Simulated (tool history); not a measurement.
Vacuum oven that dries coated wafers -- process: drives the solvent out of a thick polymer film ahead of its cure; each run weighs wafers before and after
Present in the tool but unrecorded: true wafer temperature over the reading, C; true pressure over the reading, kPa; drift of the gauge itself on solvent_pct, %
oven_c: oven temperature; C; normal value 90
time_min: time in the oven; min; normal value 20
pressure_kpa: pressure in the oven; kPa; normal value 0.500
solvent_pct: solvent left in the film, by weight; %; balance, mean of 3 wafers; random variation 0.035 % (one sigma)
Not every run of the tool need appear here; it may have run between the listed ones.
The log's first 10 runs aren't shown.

run,hour,oven_c,time_min,pressure_kpa,hours of work since the thermocouples were calibrated,hours of work since the vacuum gauge was cleaned of residue,solvent_pct
11,192.0,90,20,0.500,760,541,0.93
12,214.7,90,20,0.500,773,555,0.92
13,227.6,90,20,0.500,781,563,0.91
14,253.3,90,20,0.500,796,578,0.90
15,265.0,90,20,0.500,803,585,0.85
16,289.8,90,20,0.500,818,600,0.83
17,308.4,90,20,0.500,829,611,0.91
18,334.9,81,20,0.500,845,627,2.31
19,350.4,81,20,0.500,854,636,2.14
20,375.8,81,17,0.500,869,651,2.87
21,403.0,81,17,0.500,885,667,2.88
22,419.6,81,17,0.500,895,677,2.84
23,440.6,81,17,0.500,908,690,2.89
24,466.0,81,17,0.500,923,705,2.92
25,477.3,81,17,0.500,930,712,2.85
26,489.3,81,17,0.500,937,719,2.92
27,507.9,90,20,0.339,948,730,0.85
28,533.4,90,20,0.339,963,745,0.79
29,552.2,100,20,0.315,974,756,0.19
30,572.5,90,19,0.269,986,768,0.93
31,591.5,90,19,0.269,998,780,0.89
32,610.8,95,14,0.346,1009,791,1.04
33,627.5,90,20,1.738,1019,801,1.41
34,639.3,90,20,1.738,1026,808,1.39
35,660.4,78,20,1.297,1039,821,3.31

Run 36 is up next; what results do you expect?
36,682.2,78,20,1.297,1052,834,?

{"run 36": {"solvent_pct": 3.28}}
Were there no unlogged condition in the tool, this run, its random variation unchanged, would have produced solvent_pct 3.26 %.
